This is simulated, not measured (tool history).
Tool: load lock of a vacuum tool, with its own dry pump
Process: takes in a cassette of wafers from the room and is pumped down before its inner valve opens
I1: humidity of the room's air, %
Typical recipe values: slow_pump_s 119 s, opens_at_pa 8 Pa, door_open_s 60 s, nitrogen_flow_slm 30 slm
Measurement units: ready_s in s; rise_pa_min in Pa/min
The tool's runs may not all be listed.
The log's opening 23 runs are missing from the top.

Run 24, hour 3787.8: usual settings but opens_at_pa 10 Pa, door_open_s 50 s; I1 46.1. Result: ready_s 201.9 s, rise_pa_min 0.015 Pa/min.
Run 25, hour 3927.2: usual settings but slow_pump_s 219 s, opens_at_pa 7 Pa, door_open_s 206 s, nitrogen_flow_slm 32 slm; I1 47.8. Result: ready_s 288.0 s, rise_pa_min 0.025 Pa/min.
Run 26, hour 4071.8: usual settings but slow_pump_s 79 s, nitrogen_flow_slm 6 slm; I1 46.7. Result: ready_s 173.4 s, rise_pa_min 0.021 Pa/min.
Run 27, hour 4195.2: usual settings but slow_pump_s 79 s, opens_at_pa 7 Pa, door_open_s 63 s, nitrogen_flow_slm 6 slm; I1 42.0. Result: ready_s 174.7 s, rise_pa_min 0.025 Pa/min.
Run 28, hour 4373.6: usual settings but slow_pump_s 168 s, opens_at_pa 12 Pa, door_open_s 64 s, nitrogen_flow_slm 14 slm; I1 47.7. Result: ready_s 238.8 s, rise_pa_min 0.018 Pa/min.
Run 29, hour 4500.3: usual settings but slow_pump_s 168 s, opens_at_pa 12 Pa, door_open_s 64 s, nitrogen_flow_slm 14 slm; I1 45.0. Result: ready_s 239.7 s, rise_pa_min 0.019 Pa/min.
Run 30, hour 4617.6: usual settings but slow_pump_s 79 s, opens_at_pa 7 Pa, door_open_s 64 s, nitrogen_flow_slm 28 slm; I1 47.6. Result: ready_s 175.7 s, rise_pa_min 0.017 Pa/min.
Run 31, hour 4781.1: usual settings but slow_pump_s 103 s, door_open_s 37 s; I1 44.8. Result: ready_s 194.8 s, rise_pa_min 0.005 Pa/min.
Run 32, hour 4929.7: usual settings but slow_pump_s 191 s, opens_at_pa 15 Pa, nitrogen_flow_slm 16 slm; I1 46.2. Result: ready_s 252.6 s, rise_pa_min 0.016 Pa/min.
Run 33, hour 5110.2: usual settings but slow_pump_s 191 s, opens_at_pa 15 Pa, nitrogen_flow_slm 16 slm; I1 44.9. Result: ready_s 253.6 s, rise_pa_min 0.016 Pa/min.
Run 34, hour 5325.2: usual settings but slow_pump_s 191 s, opens_at_pa 15 Pa, door_open_s 64 s, nitrogen_flow_slm 16 slm; I1 45.6. Result: ready_s 255.3 s, rise_pa_min 0.019 Pa/min.
Run 35, hour 5419.2: usual settings but opens_at_pa 10 Pa; I1 43.5. Result: ready_s 203.4 s, rise_pa_min 0.013 Pa/min.
Run 36, hour 5548.5: usual settings but slow_pump_s 141 s, door_open_s 29 s; I1 44.7. Result: ready_s 224.1 s, rise_pa_min 0.012 Pa/min.

5 ways to go on from here, each from the tool as it stands after run 36. What would each give?
Run A, hour 5739.3: usual settings but slow_pump_s 72 s; I1 42.0. Result: ready_s ?, rise_pa_min ?.
Run B, hour 5739.3: usual settings but slow_pump_s 141 s, door_open_s 29 s, nitrogen_flow_slm 34 slm; I1 46.6. Result: ready_s ?, rise_pa_min ?.
Run C, hour 5739.3: usual settings but nitrogen_flow_slm 11 slm; I1 43.4. Result: ready_s ?, rise_pa_min ?.
Run D, hour 5739.3: usual settings but door_open_s 26 s; I1 45.7. Result: ready_s ?, rise_pa_min ?.
Run E, hour 5739.3: usual settings but opens_at_pa 6 Pa, nitrogen_flow_slm 22 slm; I1 44.7. Result: ready_s ?, rise_pa_min ?.

run  ready_s  rise_pa_min
  A    170.0        0.011
  B    225.1        0.010
  C    204.5        0.017
  D    206.5        0.013
  E    208.5        0.014
Take away the tool's hidden state, keep each run's random variation, and the runs would have read:
run  ready_s  rise_pa_min
  A    170.0        0.010
  B    225.1        0.009
  C    204.5        0.016
  D    206.5        0.012
  E    208.5        0.013
